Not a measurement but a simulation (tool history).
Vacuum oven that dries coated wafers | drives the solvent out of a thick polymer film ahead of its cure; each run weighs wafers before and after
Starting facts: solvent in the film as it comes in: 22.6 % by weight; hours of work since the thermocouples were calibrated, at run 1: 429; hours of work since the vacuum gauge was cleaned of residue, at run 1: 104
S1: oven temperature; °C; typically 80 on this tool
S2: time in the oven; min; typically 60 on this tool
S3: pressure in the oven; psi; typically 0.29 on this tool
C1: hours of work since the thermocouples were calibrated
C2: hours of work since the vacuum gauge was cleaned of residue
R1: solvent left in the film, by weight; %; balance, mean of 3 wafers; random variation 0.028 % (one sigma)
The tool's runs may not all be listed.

run	hour	S1	S2	S3	C1	C2	R1
1	0	80	60	0.29	429	104	1.96
2	8.1	75	60	0.29	432	108	3.34
3	19.6	75	60	0.29	438	113	3.39
4	31.7	80	60	0.838	443	119	3.28
5	38.6	80	60	0.838	446	122	3.3
6	52.5	80	60	0.29	453	128	2
7	62.6	80	60	0.29	457	133	2.01
8	76.9	80	84	0.29	464	140	1.19
9	83.5	80	84	0.29	467	143	1.18
10	96.1	88	67	0.245	473	149	0.69
11	108.9	80	30	1.13	479	154	7.26
12	117.3	71	46	0.174	483	158	6.13
13	126.7	71	46	0.174	487	163	6.05
# hour 129.5: oven's thermocouples calibrated
14	139.4	76	74	0.29	5	168	2.37
15	149.6	76	74	0.29	9	172	2.31
16	162.7	76	74	0.29	15	178	2.36
17	175.9	68	91	0.374	21	184	4.07
18	183.4	89	60	0.619	25	188	1.37

5 ways to go on from here, each from the tool as it stands after run 18. What would each give?
A	190	73	77	0.619	28	191	?
B	190	89	60	0.223	28	191	?
C	190	66	100	0.454	28	191	?
D	190	73	44	0.619	28	191	?
E	190	67	80	0.287	28	191	?

run	R1
A	4.02
B	0.69
C	4.73
D	6.98
E	4.81
Stripped of hidden state, with their random variation kept, the same runs would have yielded:
run	R1
A	3.57
B	0.58
C	4.2
D	6.38
E	4.26
